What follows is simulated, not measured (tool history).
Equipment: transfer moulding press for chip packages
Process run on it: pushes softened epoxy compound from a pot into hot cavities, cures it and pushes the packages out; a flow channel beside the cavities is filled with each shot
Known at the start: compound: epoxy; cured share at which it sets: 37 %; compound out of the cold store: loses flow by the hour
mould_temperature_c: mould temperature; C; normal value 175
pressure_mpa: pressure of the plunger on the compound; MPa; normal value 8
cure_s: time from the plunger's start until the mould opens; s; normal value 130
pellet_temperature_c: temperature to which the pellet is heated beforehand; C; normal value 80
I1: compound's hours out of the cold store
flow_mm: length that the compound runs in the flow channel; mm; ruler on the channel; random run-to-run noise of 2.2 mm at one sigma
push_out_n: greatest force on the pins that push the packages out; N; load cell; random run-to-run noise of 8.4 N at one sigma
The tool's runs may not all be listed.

run 1 hour=0 | mould_temperature_c=175 pressure_mpa=8 cure_s=130 pellet_temperature_c=80 | I1=45.8 | flow_mm=594 push_out_n=494
-- hour=8 plunger's sealing rings changed
run 2 hour=49.1 | mould_temperature_c=175 pressure_mpa=8 cure_s=130 pellet_temperature_c=80 | I1=38.7 | flow_mm=636 push_out_n=554
-- hour=69.9 cavities cleaned with cleaning compound and waxed
run 3 hour=95.5 | mould_temperature_c=175 pressure_mpa=8 cure_s=130 pellet_temperature_c=80 | I1=29.3 | flow_mm=654 push_out_n=448
-- hour=180.4 cavities cleaned with cleaning compound and waxed
run 4 hour=185.1 | mould_temperature_c=175 pressure_mpa=8 cure_s=130 pellet_temperature_c=80 | I1=33.7 | flow_mm=632 push_out_n=382
run 5 hour=272 | mould_temperature_c=172 pressure_mpa=8 cure_s=130 pellet_temperature_c=80 | I1=19.4 | flow_mm=666 push_out_n=615
-- hour=288 cavities cleaned with cleaning compound and waxed
run 6 hour=366.8 | mould_temperature_c=172 pressure_mpa=8 cure_s=130 pellet_temperature_c=80 | I1=11.2 | flow_mm=678 push_out_n=594
-- hour=392.5 cavities cleaned with cleaning compound and waxed
run 7 hour=417 | mould_temperature_c=172 pressure_mpa=6.83 cure_s=130 pellet_temperature_c=80 | I1=9.6 | flow_mm=624 push_out_n=502
-- hour=423.7 plunger's sealing rings changed
-- hour=465.4 mould's thermocouples calibrated
-- hour=504.8 cavities cleaned with cleaning compound and waxed
run 8 hour=504.8 | mould_temperature_c=175 pressure_mpa=7.22 cure_s=130 pellet_temperature_c=80 | I1=33.6 | flow_mm=609 push_out_n=365
run 9 hour=551.3 | mould_temperature_c=175 pressure_mpa=7.22 cure_s=130 pellet_temperature_c=80 | I1=37.3 | flow_mm=600 push_out_n=510
-- hour=610.7 cavities cleaned with cleaning compound and waxed
run 10 hour=631.4 | mould_temperature_c=175 pressure_mpa=7.22 cure_s=130 pellet_temperature_c=80 | I1=32 | flow_mm=604 push_out_n=446
-- hour=721.4 cavities cleaned with cleaning compound and waxed
run 11 hour=727.2 | mould_temperature_c=175 pressure_mpa=7.22 cure_s=130 pellet_temperature_c=80 | I1=25.7 | flow_mm=607 push_out_n=393
run 12 hour=807.1 | mould_temperature_c=175 pressure_mpa=7.22 cure_s=130 pellet_temperature_c=76 | I1=30.5 | flow_mm=591 push_out_n=558
-- hour=829.4 cavities cleaned with cleaning compound and waxed
-- hour=840.1 plunger's sealing rings changed
run 13 hour=880 | mould_temperature_c=175 pressure_mpa=6.4 cure_s=130 pellet_temperature_c=80 | I1=19.9 | flow_mm=599 push_out_n=471
-- hour=937.9 cavities cleaned with cleaning compound and waxed
run 14 hour=960.8 | mould_temperature_c=175 pressure_mpa=6.4 cure_s=130 pellet_temperature_c=80 | I1=12 | flow_mm=613 push_out_n=444
-- hour=1012.2 mould's thermocouples calibrated, once more
run 15 hour=1024.6 | mould_temperature_c=175 pressure_mpa=8.87 cure_s=130 pellet_temperature_c=80 | I1=21.5 | flow_mm=693 push_out_n=549
-- hour=1046.3 cavities cleaned with cleaning compound and waxed
run 16 hour=1091 | mould_temperature_c=175 pressure_mpa=8.68 cure_s=130 pellet_temperature_c=80 | I1=27.8 | flow_mm=672 push_out_n=492
-- hour=1151.4 cavities cleaned with cleaning compound and waxed
run 17 hour=1155.4 | mould_temperature_c=175 pressure_mpa=8 cure_s=119 pellet_temperature_c=90 | I1=30.7 | flow_mm=635 push_out_n=408
-- hour=1254.2 plunger's sealing rings changed
run 18 hour=1254.7 | mould_temperature_c=172 pressure_mpa=8 cure_s=116 pellet_temperature_c=90 | I1=19.2 | flow_mm=686 push_out_n=692
-- hour=1262.6 cavities cleaned with cleaning compound and waxed
run 19 hour=1304.7 | mould_temperature_c=172 pressure_mpa=8 cure_s=116 pellet_temperature_c=90 | I1=25 | flow_mm=672 push_out_n=616
run 20 hour=1348.6 | mould_temperature_c=174 pressure_mpa=7.8 cure_s=111 pellet_temperature_c=84 | I1=10.2 | flow_mm=690 push_out_n=666
-- hour=1371.4 cavities cleaned with cleaning compound and waxed
run 21 hour=1431.2 | mould_temperature_c=174 pressure_mpa=9.72 cure_s=111 pellet_temperature_c=85 | I1=42.8 | flow_mm=678 push_out_n=619
-- hour=1484.5 cavities cleaned with cleaning compound and waxed
run 22 hour=1488.6 | mould_temperature_c=175 pressure_mpa=8 cure_s=151 pellet_temperature_c=84 | I1=8.5 | flow_mm=688 push_out_n=373
run 23 hour=1533.6 | mould_temperature_c=175 pressure_mpa=8.69 cure_s=119 pellet_temperature_c=82 | I1=37.4 | flow_mm=647 push_out_n=532
-- hour=1589.5 cavities cleaned with cleaning compound and waxed
run 24 hour=1602.4 | mould_temperature_c=175 pressure_mpa=8.69 cure_s=119 pellet_temperature_c=82 | I1=29.9 | flow_mm=658 push_out_n=458
-- hour=1671.9 plunger's sealing rings changed
run 25 hour=1673.9 | mould_temperature_c=175 pressure_mpa=7.36 cure_s=127 pellet_temperature_c=80 | I1=28.1 | flow_mm=633 push_out_n=562
-- hour=1699.3 cavities cleaned with cleaning compound and waxed
run 26 hour=1728.5 | mould_temperature_c=170 pressure_mpa=7.03 cure_s=120 pellet_temperature_c=73 | I1=43.5 | flow_mm=594 push_out_n=590
run 27 hour=1778 | mould_temperature_c=175 pressure_mpa=7.01 cure_s=122 pellet_temperature_c=80 | I1=12.9 | flow_mm=646 push_out_n=565

Measured result minus the same run's result without the hidden state. Both carry the same run-to-run variation, though not necessarily the same gauge scatter:
Hidden state present: true mould temperature over the reading, C; pressure that reaches the compound, % of what is set; grip of the stained cavities, % over clean ones'; drift of the gauge itself on flow_mm, %; drift of the gauge itself on push_out_n, %.
run=1 flow_mm=-29 push_out_n=+121
run=2 flow_mm=-4 push_out_n=+180
run=3 flow_mm=-8 push_out_n=+82
run=4 flow_mm=-14 push_out_n=+24
run=5 flow_mm=-22 push_out_n=+198
run=6 flow_mm=-30 push_out_n=+181
run=7 flow_mm=-32 push_out_n=+91
run=8 flow_mm=-8 push_out_n=-2
run=9 flow_mm=-11 push_out_n=+128
run=10 flow_mm=-17 push_out_n=+62
run=11 flow_mm=-25 push_out_n=+28
run=12 flow_mm=-30 push_out_n=+177
run=13 flow_mm=-8 push_out_n=+116
run=14 flow_mm=-14 push_out_n=+71
run=15 flow_mm=-17 push_out_n=+180
run=16 flow_mm=-22 push_out_n=+130
run=17 flow_mm=-26 push_out_n=+17
run=18 flow_mm=-1 push_out_n=+231
run=19 flow_mm=-5 push_out_n=+144
run=20 flow_mm=-9 push_out_n=+208
run=21 flow_mm=-16 push_out_n=+174
run=22 flow_mm=-20 push_out_n=+21
run=23 flow_mm=-23 push_out_n=+139
run=24 flow_mm=-28 push_out_n=+47
run=25 flow_mm=-1 push_out_n=+176
run=26 flow_mm=-5 push_out_n=+97
run=27 flow_mm=-9 push_out_n=+171
